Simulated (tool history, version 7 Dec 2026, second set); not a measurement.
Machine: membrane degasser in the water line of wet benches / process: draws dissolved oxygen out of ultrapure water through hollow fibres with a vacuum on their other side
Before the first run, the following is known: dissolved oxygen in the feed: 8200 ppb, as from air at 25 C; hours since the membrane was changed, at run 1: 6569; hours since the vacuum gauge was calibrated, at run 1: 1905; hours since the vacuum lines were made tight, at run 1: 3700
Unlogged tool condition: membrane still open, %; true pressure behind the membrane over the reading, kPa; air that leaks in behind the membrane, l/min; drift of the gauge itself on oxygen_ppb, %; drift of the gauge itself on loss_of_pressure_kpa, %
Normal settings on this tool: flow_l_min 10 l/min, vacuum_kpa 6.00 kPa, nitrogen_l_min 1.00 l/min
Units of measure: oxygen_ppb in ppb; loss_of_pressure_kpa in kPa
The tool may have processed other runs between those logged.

run	hour	flow_l_min	vacuum_kpa	nitrogen_l_min	hours since the membrane was changed	hours since the vacuum gauge was calibrated	hours since the vacuum lines were made tight	oxygen_ppb	loss_of_pressure_kpa
1	0.0	10	6.00	1.00	6569	1905	3700	113.6	29.81
2	146.7	10	6.00	1.00	6715	2052	3847	112.3	29.90
3	314.3	12	6.00	1.00	6883	2220	4015	143.5	35.96
4	396.8	12	6.00	1.00	6965	2302	4097	143.3	35.80
5	574.7	12	6.00	2.28	7143	2480	4275	99.4	35.70
6	685.9	12	6.00	2.28	7255	2591	4386	99.7	36.17
7	804.8	12	6.00	2.28	7373	2710	4505	101.0	36.00
# hour 813.2: vacuum gauge calibrated
8	890.5	6	9.49	2.14	7459	77	4590	65.2	17.97

Expected results for the next run?
9	988.4	6	6.32	0.42	7557	175	4688	?	?

oxygen_ppb: 142.0 ppb
loss_of_pressure_kpa: 18.06 kPa
Without the tool's hidden state the same run would have given oxygen_ppb 108.6 ppb, loss_of_pressure_kpa 16.34 kPa.
